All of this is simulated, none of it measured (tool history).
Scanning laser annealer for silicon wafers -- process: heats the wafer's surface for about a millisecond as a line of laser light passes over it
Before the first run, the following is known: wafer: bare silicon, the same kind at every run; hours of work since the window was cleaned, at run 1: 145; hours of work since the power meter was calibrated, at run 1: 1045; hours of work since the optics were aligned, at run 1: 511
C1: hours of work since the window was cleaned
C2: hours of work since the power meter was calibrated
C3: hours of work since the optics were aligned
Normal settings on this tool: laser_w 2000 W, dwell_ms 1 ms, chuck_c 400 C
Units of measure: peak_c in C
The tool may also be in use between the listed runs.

Run 1, hour 0: usual settings; C1 145; C2 1045; C3 511. Result: peak_c 1127 C.
Run 2, hour 30.8: usual settings; C1 162; C2 1062; C3 527. Result: peak_c 1126 C.
Run 3, hour 87.4: usual settings; C1 193; C2 1093; C3 558. Result: peak_c 1130 C.
Run 4, hour 145.4: usual settings but chuck_c 413 C; C1 224; C2 1124; C3 590. Result: peak_c 1141 C.
Run 5, hour 175.1: usual settings but chuck_c 413 C; C1 240; C2 1140; C3 606. Result: peak_c 1136 C.
Run 6, hour 230: usual settings but chuck_c 413 C; C1 270; C2 1170; C3 635. Result: peak_c 1131 C.
Run 7, hour 290.7: usual settings but chuck_c 433 C; C1 303; C2 1203; C3 668. Result: peak_c 1150 C.
Run 8, hour 326.1: usual settings but chuck_c 391 C; C1 322; C2 1222; C3 688. Result: peak_c 1106 C.
Run 9, hour 387: usual settings but dwell_ms 1.1 ms; C1 355; C2 1255; C3 721. Result: peak_c 1148 C.
Run 10, hour 415.4: usual settings but dwell_ms 1.1 ms; C1 371; C2 1270; C3 736. Result: peak_c 1149 C.
Run 11, hour 465.7: usual settings but dwell_ms 1.1 ms; C1 398; C2 1298; C3 763. Result: peak_c 1146 C.
Run 12, hour 523: usual settings; C1 429; C2 1329; C3 794. Result: peak_c 1111 C.
Run 13, hour 582: usual settings but dwell_ms 1.03 ms; C1 461; C2 1361; C3 826. Result: peak_c 1122 C.
At hour 618: optics aligned, line set to its width.
Run 14, hour 640.9: usual settings but laser_w 1856 W, dwell_ms 1.03 ms, chuck_c 405 C; C1 490; C2 1390; C3 12. Result: peak_c 1073 C.
Run 15, hour 667.3: usual settings but laser_w 1959 W, dwell_ms 1.04 ms, chuck_c 383 C; C1 505; C2 1404; C3 27. Result: peak_c 1093 C.
Run 16, hour 720.1: usual settings but laser_w 2140 W, dwell_ms 0.82 ms, chuck_c 380 C; C1 533; C2 1433; C3 55. Result: peak_c 1084 C.
Run 17, hour 747.6: usual settings but laser_w 2164 W, dwell_ms 1.19 ms, chuck_c 380 C; C1 548; C2 1448; C3 70. Result: peak_c 1224 C.
Run 18, hour 801: usual settings but dwell_ms 0.84 ms, chuck_c 425 C; C1 577; C2 1477; C3 99. Result: peak_c 1078 C.
Run 19, hour 844.2: usual settings but dwell_ms 0.94 ms, chuck_c 425 C; C1 600; C2 1500; C3 123. Result: peak_c 1112 C.
Run 20, hour 885.3: usual settings but laser_w 2061 W, dwell_ms 0.9 ms, chuck_c 384 C; C1 623; C2 1523; C3 145. Result: peak_c 1081 C.
Run 21, hour 918.1: usual settings but laser_w 1723 W, dwell_ms 0.71 ms, chuck_c 420 C; C1 641; C2 1540; C3 163. Result: peak_c 929 C.
Run 22, hour 975.7: usual settings but laser_w 2153 W, dwell_ms 0.87 ms, chuck_c 398 C; C1 672; C2 1572; C3 194. Result: peak_c 1117 C.
Run 23, hour 1035.7: usual settings but laser_w 1855 W, dwell_ms 0.85 ms, chuck_c 439 C; C1 704; C2 1604; C3 226. Result: peak_c 1037 C.
Run 24, hour 1093.3: usual settings but laser_w 2169 W, dwell_ms 0.85 ms, chuck_c 390 C; C1 736; C2 1635; C3 258. Result: peak_c 1106 C.

Forecast each of these 3 alternatives for the next run:
Run A, hour 1149.2: usual settings but laser_w 1961 W; C1 766; C2 1666; C3 288. Result: peak_c ?.
Run B, hour 1149.2: usual settings but laser_w 1953 W, dwell_ms 1.16 ms, chuck_c 390 C; C1 766; C2 1666; C3 288. Result: peak_c ?.
Run C, hour 1149.2: usual settings but laser_w 1724 W, dwell_ms 0.83 ms, chuck_c 420 C; C1 766; C2 1666; C3 288. Result: peak_c ?.

run  peak_c
  A    1087
  B    1122
  C     964
Had the tool no hidden state, the same runs would have come out as:
run  peak_c
  A    1136
  B    1175
  C    1003
